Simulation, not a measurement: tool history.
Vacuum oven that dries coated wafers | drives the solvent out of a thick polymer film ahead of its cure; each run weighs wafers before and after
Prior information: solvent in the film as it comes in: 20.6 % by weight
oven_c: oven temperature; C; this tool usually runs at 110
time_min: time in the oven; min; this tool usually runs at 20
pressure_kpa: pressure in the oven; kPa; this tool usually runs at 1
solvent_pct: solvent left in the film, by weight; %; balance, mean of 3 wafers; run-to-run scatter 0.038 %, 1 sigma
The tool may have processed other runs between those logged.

run 1 day=0 | oven_c=110 time_min=20 pressure_kpa=1 | solvent_pct=2.17
run 2 day=0.233 | oven_c=110 time_min=20 pressure_kpa=1 | solvent_pct=2.11
run 3 day=0.758 | oven_c=110 time_min=20 pressure_kpa=1 | solvent_pct=2.18
run 4 day=1.308 | oven_c=110 time_min=20 pressure_kpa=1 | solvent_pct=2.14
run 5 day=1.592 | oven_c=110 time_min=20 pressure_kpa=1 | solvent_pct=2.18
run 6 day=2.121 | oven_c=110 time_min=20 pressure_kpa=1 | solvent_pct=2.13
run 7 day=2.533 | oven_c=110 time_min=20 pressure_kpa=1 | solvent_pct=2.26
run 8 day=2.896 | oven_c=124 time_min=20 pressure_kpa=1 | solvent_pct=0.71
run 9 day=3.312 | oven_c=124 time_min=20 pressure_kpa=1 | solvent_pct=0.64
run 10 day=3.862 | oven_c=95 time_min=20 pressure_kpa=1 | solvent_pct=5.71
run 11 day=4.329 | oven_c=110 time_min=20 pressure_kpa=1 | solvent_pct=2.07
run 12 day=4.842 | oven_c=122 time_min=20 pressure_kpa=1 | solvent_pct=0.77
run 13 day=5.121 | oven_c=110 time_min=33 pressure_kpa=1.5 | solvent_pct=1.36
run 14 day=5.588 | oven_c=119 time_min=27 pressure_kpa=0.69 | solvent_pct=0.54
run 15 day=5.929 | oven_c=100 time_min=35 pressure_kpa=1 | solvent_pct=2.05
run 16 day=6.212 | oven_c=99 time_min=12 pressure_kpa=1.08 | solvent_pct=7.45
run 17 day=6.708 | oven_c=98 time_min=21 pressure_kpa=1.59 | solvent_pct=4.98
run 18 day=6.992 | oven_c=104 time_min=12 pressure_kpa=1.59 | solvent_pct=6.5
run 19 day=7.408 | oven_c=104 time_min=12 pressure_kpa=1.59 | solvent_pct=6.56
run 20 day=7.725 | oven_c=104 time_min=12 pressure_kpa=1.59 | solvent_pct=6.42
run 21 day=8 | oven_c=123 time_min=15 pressure_kpa=0.62 | solvent_pct=1.08

Branching from run 21: 5 alternative next runs. What would each branch give?
run A day=8.329 | oven_c=96 time_min=15 pressure_kpa=1.1 | solvent_pct=?
run B day=8.329 | oven_c=101 time_min=15 pressure_kpa=1.94 | solvent_pct=?
run C day=8.329 | oven_c=110 time_min=20 pressure_kpa=3.41 | solvent_pct=?
run D day=8.329 | oven_c=108 time_min=18 pressure_kpa=1.19 | solvent_pct=?
run E day=8.329 | oven_c=98 time_min=22 pressure_kpa=2.09 | solvent_pct=?

run=A solvent_pct=7.12
run=B solvent_pct=6.38
run=C solvent_pct=3.74
run=D solvent_pct=3.13
run=E solvent_pct=5.38
Without the tool's unlogged condition, the same runs would have read:
run=A solvent_pct=7.11
run=B solvent_pct=6.37
run=C solvent_pct=3.74
run=D solvent_pct=3.12
run=E solvent_pct=5.37
